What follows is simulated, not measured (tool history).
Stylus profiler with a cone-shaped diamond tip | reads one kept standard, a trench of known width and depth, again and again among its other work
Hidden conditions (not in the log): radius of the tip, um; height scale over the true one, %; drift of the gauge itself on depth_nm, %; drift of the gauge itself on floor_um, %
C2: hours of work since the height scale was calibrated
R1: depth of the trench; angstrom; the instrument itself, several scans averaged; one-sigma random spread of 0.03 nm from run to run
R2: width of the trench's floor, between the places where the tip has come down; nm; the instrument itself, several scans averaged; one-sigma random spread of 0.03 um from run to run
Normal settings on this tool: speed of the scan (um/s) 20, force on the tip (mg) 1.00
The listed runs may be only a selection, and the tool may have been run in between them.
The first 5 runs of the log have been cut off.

run 6 hour=132.4 | speed_of_the_scan_(um/s)=12 force_on_the_tip_(mg)=1.00 | scans_with_this_tip=1886 C2=273 | R1=1007.4 R2=28580
run 7 hour=153.5 | speed_of_the_scan_(um/s)=20 force_on_the_tip_(mg)=1.00 | scans_with_this_tip=1960 C2=284 | R1=1007.3 R2=28580
run 8 hour=172.0 | speed_of_the_scan_(um/s)=20 force_on_the_tip_(mg)=1.00 | scans_with_this_tip=2026 C2=293 | R1=1007.6 R2=28530
run 9 hour=195.4 | speed_of_the_scan_(um/s)=20 force_on_the_tip_(mg)=1.00 | scans_with_this_tip=2109 C2=305 | R1=1007.7 R2=28550
run 10 hour=231.3 | speed_of_the_scan_(um/s)=20 force_on_the_tip_(mg)=1.00 | scans_with_this_tip=2237 C2=324 | R1=1007.6 R2=28610
run 11 hour=249.2 | speed_of_the_scan_(um/s)=20 force_on_the_tip_(mg)=1.00 | scans_with_this_tip=2300 C2=333 | R1=1008.1 R2=28530
run 12 hour=265.4 | speed_of_the_scan_(um/s)=20 force_on_the_tip_(mg)=1.00 | scans_with_this_tip=2358 C2=341 | R1=1007.3 R2=28500
run 13 hour=302.3 | speed_of_the_scan_(um/s)=20 force_on_the_tip_(mg)=1.00 | scans_with_this_tip=2489 C2=360 | R1=1008.1 R2=28590
run 14 hour=320.9 | speed_of_the_scan_(um/s)=20 force_on_the_tip_(mg)=1.00 | scans_with_this_tip=2555 C2=370 | R1=1007.6 R2=28550
run 15 hour=340.8 | speed_of_the_scan_(um/s)=20 force_on_the_tip_(mg)=1.32 | scans_with_this_tip=2625 C2=380 | R1=1009.1 R2=28510
run 16 hour=373.5 | speed_of_the_scan_(um/s)=20 force_on_the_tip_(mg)=0.36 | scans_with_this_tip=2741 C2=397 | R1=1003.9 R2=28410
run 17 hour=406.5 | speed_of_the_scan_(um/s)=20 force_on_the_tip_(mg)=0.36 | scans_with_this_tip=2858 C2=414 | R1=1004.1 R2=28460
run 18 hour=441.7 | speed_of_the_scan_(um/s)=20 force_on_the_tip_(mg)=1.00 | scans_with_this_tip=2983 C2=432 | R1=1007.5 R2=28530
run 19 hour=475.8 | speed_of_the_scan_(um/s)=20 force_on_the_tip_(mg)=2.12 | scans_with_this_tip=3104 C2=449 | R1=1012.1 R2=28580
run 20 hour=497.0 | speed_of_the_scan_(um/s)=20 force_on_the_tip_(mg)=2.12 | scans_with_this_tip=3179 C2=460 | R1=1012.5 R2=28570
run 21 hour=513.2 | speed_of_the_scan_(um/s)=20 force_on_the_tip_(mg)=2.12 | scans_with_this_tip=3237 C2=468 | R1=1012.5 R2=28510
run 22 hour=551.1 | speed_of_the_scan_(um/s)=20 force_on_the_tip_(mg)=2.12 | scans_with_this_tip=3371 C2=488 | R1=1012.5 R2=28570
run 23 hour=570.8 | speed_of_the_scan_(um/s)=8 force_on_the_tip_(mg)=1.00 | scans_with_this_tip=3441 C2=498 | R1=1007.8 R2=28570
run 24 hour=591.8 | speed_of_the_scan_(um/s)=8 force_on_the_tip_(mg)=1.00 | scans_with_this_tip=3516 C2=509 | R1=1007.3 R2=28500
run 25 hour=629.6 | speed_of_the_scan_(um/s)=8 force_on_the_tip_(mg)=1.00 | scans_with_this_tip=3650 C2=528 | R1=1007.6 R2=28560
run 26 hour=653.2 | speed_of_the_scan_(um/s)=8 force_on_the_tip_(mg)=1.00 | scans_with_this_tip=3733 C2=540 | R1=1007.1 R2=28540

Run 27 is up next; what results do you expect?
run 27 hour=671.0 | speed_of_the_scan_(um/s)=80 force_on_the_tip_(mg)=0.67 | scans_with_this_tip=3797 C2=549 | R1=? R2=?

Run 27 measured R1 1005.9 angstrom, R2 28010 nm.
Were there no unlogged condition in the tool, this run, its random variation unchanged, would have produced R1 1005.6 angstrom, R2 28160 nm.
